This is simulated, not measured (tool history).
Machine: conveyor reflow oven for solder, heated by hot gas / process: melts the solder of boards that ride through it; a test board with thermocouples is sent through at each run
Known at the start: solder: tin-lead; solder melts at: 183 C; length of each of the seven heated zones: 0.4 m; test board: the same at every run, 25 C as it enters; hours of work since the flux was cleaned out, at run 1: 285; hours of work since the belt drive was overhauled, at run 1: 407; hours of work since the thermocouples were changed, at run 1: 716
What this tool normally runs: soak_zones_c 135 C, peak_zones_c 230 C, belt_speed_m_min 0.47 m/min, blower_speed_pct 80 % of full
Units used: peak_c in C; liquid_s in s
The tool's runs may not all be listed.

run,hour,soak_zones_c,peak_zones_c,belt_speed_m_min,blower_speed_pct,hours of work since the flux was cleaned out,hours of work since the belt drive was overhauled,hours of work since the thermocouples were changed,peak_c,liquid_s
1,0,135,230,0.47,80,285,407,716,220.3,79.2
2,93.2,135,230,0.47,56,337,459,768,216.3,73.1
3,168.3,135,230,0.47,52,378,500,810,214.5,72.2
# hour 189.2: flux residue cleaned out of gas plates and filters
4,261.3,135,230,0.47,52,40,549,858,216.4,74.4
5,347.1,135,230,0.47,62,88,596,906,218.6,77.9
6,445.4,135,230,0.47,62,142,651,961,218.8,76.5
7,540.7,135,237,0.47,80,195,704,1013,227.8,86.1
# hour 549.2: thermocouples of zones 6 and 7 changed
8,612.7,135,236,0.47,80,234,743,35,223.6,82.6
9,673.8,135,230,0.47,80,268,776,69,218.4,78.5
10,773.4,135,230,0.47,62,323,832,124,214.9,73.2
11,847.8,137,230,0.47,80,364,873,166,218.5,78.9
# hour 894.8: flux residue cleaned out of gas plates and filters
12,928.8,135,224,0.47,80,19,915,208,214.4,75.4
13,1018.7,135,230,0.47,80,69,965,258,219.9,79.8
14,1093.1,135,230,0.47,80,110,1006,299,220,79.7
15,1163.1,135,230,0.47,80,149,1045,338,219.3,79
16,1214.3,135,230,0.47,80,177,1073,366,219.5,79.9
17,1270.8,135,230,0.47,80,209,1105,397,219.6,80.2
18,1375.3,135,230,0.47,80,266,1163,455,219.9,80
19,1473.6,135,230,0.47,80,321,1217,510,219.6,80.1
20,1547.6,133,230,0.55,52,362,1258,551,207.7,52.6
# hour 1600.3: flux residue cleaned out of gas plates and filters
21,1648.6,133,230,0.55,52,27,1311,604,210.1,54.1
22,1722.5,136,228,0.55,61,68,1352,645,211.1,59.1
23,1805.9,135,230,0.47,85,114,1399,691,221.5,82.5
24,1862.4,135,219,0.419,88,145,1430,723,215,87
25,1930.5,135,230,0.44,58,183,1468,760,218.7,83.3
26,2005.8,135,230,0.44,51,225,1509,802,217.2,81.8
27,2047.7,142,238,0.528,55,248,1533,825,220.5,72.7
28,2125.8,135,230,0.432,65,291,1576,869,221,88.2
29,2182.6,143,230,0.47,80,323,1607,900,222,85.4
30,2266.6,129,230,0.47,78,369,1654,947,220.1,77.3
# hour 2302.1: flux residue cleaned out of gas plates and filters
# hour 2338.8: belt drive overhauled, speed set with a stopwatch
31,2355.6,135,239,0.47,68,27,9,991,228.2,85.3

Here are 3 independent what-if runs from the current tool condition. What would each one return?
# hour 2404.5: thermocouples of zones 6 and 7 changed
A,2435,135,222,0.484,56,70,52,17,?,?
# hour 2404.5: thermocouples of zones 6 and 7 changed
B,2435,135,239,0.47,62,70,52,17,?,?
# hour 2404.5: thermocouples of zones 6 and 7 changed
C,2435,135,230,0.47,54,70,52,17,?,?

run,peak_c,liquid_s
A,205.9,59.2
B,223,81.1
C,213.2,71.7
Stripped of hidden state, with their random variation kept, the same runs would have yielded:
run,peak_c,liquid_s
A,206.5,60.1
B,223.7,81.7
C,213.9,72.4
